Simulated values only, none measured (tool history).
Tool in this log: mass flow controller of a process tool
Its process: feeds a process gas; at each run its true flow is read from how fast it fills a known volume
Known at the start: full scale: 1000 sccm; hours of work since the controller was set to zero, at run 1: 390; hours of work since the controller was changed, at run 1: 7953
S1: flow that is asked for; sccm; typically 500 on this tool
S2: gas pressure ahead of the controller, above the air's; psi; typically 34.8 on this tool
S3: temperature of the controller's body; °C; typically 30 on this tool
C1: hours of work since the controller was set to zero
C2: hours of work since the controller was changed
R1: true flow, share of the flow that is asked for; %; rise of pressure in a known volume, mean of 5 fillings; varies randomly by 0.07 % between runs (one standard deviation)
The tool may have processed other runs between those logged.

| run | hour | S1 | S2 | S3 | C1 | C2 | R1 |
|---|---|---|---|---|---|---|---|
| 1 | 0.0 | 500 | 34.8 | 30 | 390 | 7953 | 97.82 |
| 2 | 571.8 | 500 | 34.8 | 30 | 785 | 8347 | 97.79 |
| 3 | 1152.6 | 500 | 34.8 | 30 | 1185 | 8748 | 97.93 |
| 4 | 1720.9 | 500 | 34.8 | 30 | 1577 | 9139 | 97.83 |
| 5 | 1981.9 | 500 | 34.8 | 21 | 1757 | 9320 | 98.77 |
| 6 | 2362.7 | 500 | 34.8 | 21 | 2020 | 9582 | 98.71 |
| 7 | 2770.1 | 500 | 34.8 | 21 | 2301 | 9863 | 98.79 |
| 8 | 3099.9 | 500 | 33.6 | 21 | 2528 | 10091 | 98.79 |
| 9 | 3504.8 | 500 | 34.8 | 30 | 2807 | 10370 | 97.78 |
| 10 | 3968.1 | 500 | 34.8 | 30 | 3127 | 10689 | 97.78 |
| 11 | 4275.8 | 189 | 34.8 | 30 | 3339 | 10902 | 96.65 |
| 12 | 4827.4 | 189 | 34.8 | 30 | 3720 | 11282 | 96.73 |
| 13 | 5338.0 | 189 | 34.8 | 30 | 4072 | 11634 | 96.69 |
| 14 | 5921.2 | 189 | 34.8 | 30 | 4474 | 12036 | 96.69 |
| 15 | 6297.8 | 189 | 34.8 | 30 | 4734 | 12296 | 96.67 |
| 16 | 6788.0 | 189 | 34.8 | 30 | 5072 | 12634 | 96.65 |
| 17 | 7345.3 | 500 | 27.1 | 30 | 5456 | 13019 | 97.66 |
| 18 | 7591.6 | 500 | 27.1 | 30 | 5626 | 13189 | 97.68 |
| 19 | 7930.7 | 500 | 34.8 | 28 | 5860 | 13422 | 98.08 |
|  | 8129.7 | controller exchanged for a calibrated one |
| 20 | 8345.9 | 500 | 34.8 | 28 | 149 | 149 | 98.05 |
| 21 | 8747.9 | 500 | 34.8 | 30 | 426 | 426 | 97.72 |
| 22 | 9013.6 | 500 | 34.8 | 29 | 610 | 610 | 97.95 |
| 23 | 9305.0 | 500 | 34.8 | 30 | 811 | 811 | 97.79 |
| 24 | 9829.0 | 500 | 34.8 | 30 | 1172 | 1172 | 97.79 |
| 25 | 10328.2 | 158 | 39.0 | 30 | 1516 | 1516 | 96.76 |
| 26 | 10631.9 | 113 | 32.8 | 30 | 1726 | 1726 | 96.58 |
| 27 | 10965.4 | 113 | 32.8 | 30 | 1956 | 1956 | 96.43 |
| 28 | 11507.1 | 162 | 33.2 | 25 | 2329 | 2329 | 97.12 |
| 29 | 12043.1 | 355 | 35.2 | 34 | 2699 | 2699 | 96.87 |
| 30 | 12463.3 | 244 | 38.6 | 30 | 2989 | 2989 | 97.01 |
| 31 | 12748.8 | 500 | 34.8 | 32 | 3186 | 3186 | 97.65 |
| 32 | 13333.5 | 385 | 22.2 | 28 | 3589 | 3589 | 97.60 |
| 33 | 13919.5 | 385 | 22.2 | 28 | 3993 | 3993 | 97.44 |
| 34 | 14309.3 | 385 | 22.2 | 28 | 4262 | 4262 | 97.51 |
| 35 | 14863.4 | 325 | 34.8 | 30 | 4644 | 4644 | 97.25 |
| 36 | 15267.5 | 378 | 20.7 | 30 | 4923 | 4923 | 97.25 |
| 37 | 15824.1 | 378 | 24.1 | 39 | 5307 | 5307 | 96.33 |
| 38 | 16161.7 | 697 | 32.1 | 23 | 5540 | 5540 | 99.23 |
| 39 | 16699.6 | 500 | 36.7 | 28 | 5911 | 5911 | 98.05 |
| 40 | 17163.0 | 500 | 29.7 | 22 | 6230 | 6230 | 98.60 |
| 41 | 17431.0 | 500 | 20.5 | 29 | 6415 | 6415 | 97.77 |
| 42 | 17773.3 | 500 | 20.5 | 29 | 6651 | 6651 | 97.79 |
| 43 | 18289.7 | 299 | 34.8 | 30 | 7008 | 7008 | 97.01 |
|  | 18624.3 | controller's zero set anew |
| 44 | 18654.2 | 158 | 34.8 | 25 | 21 | 7259 | 97.19 |
| 45 | 19090.6 | 187 | 26.4 | 20 | 322 | 7560 | 97.67 |
| 46 | 19483.8 | 351 | 31.0 | 30 | 593 | 7831 | 97.31 |
| 47 | 19880.9 | 351 | 31.0 | 30 | 867 | 8105 | 97.32 |

For each entry between runs, how does the tool's hidden state at the last listed run before it compare with that at the first listed run after it?
In the gap between runs 19 and 20: controller exchanged for a calibrated one (hour 8129.7)
  flow at rest that the sensor doesn't see, % of full scale: -0.004 -> 0; true flow over the shown one, %: -0.02 -> 0
In the gap between runs 43 and 44: controller's zero set anew (hour 18624.3)
  flow at rest that the sensor doesn't see, % of full scale: -0.004 -> 0
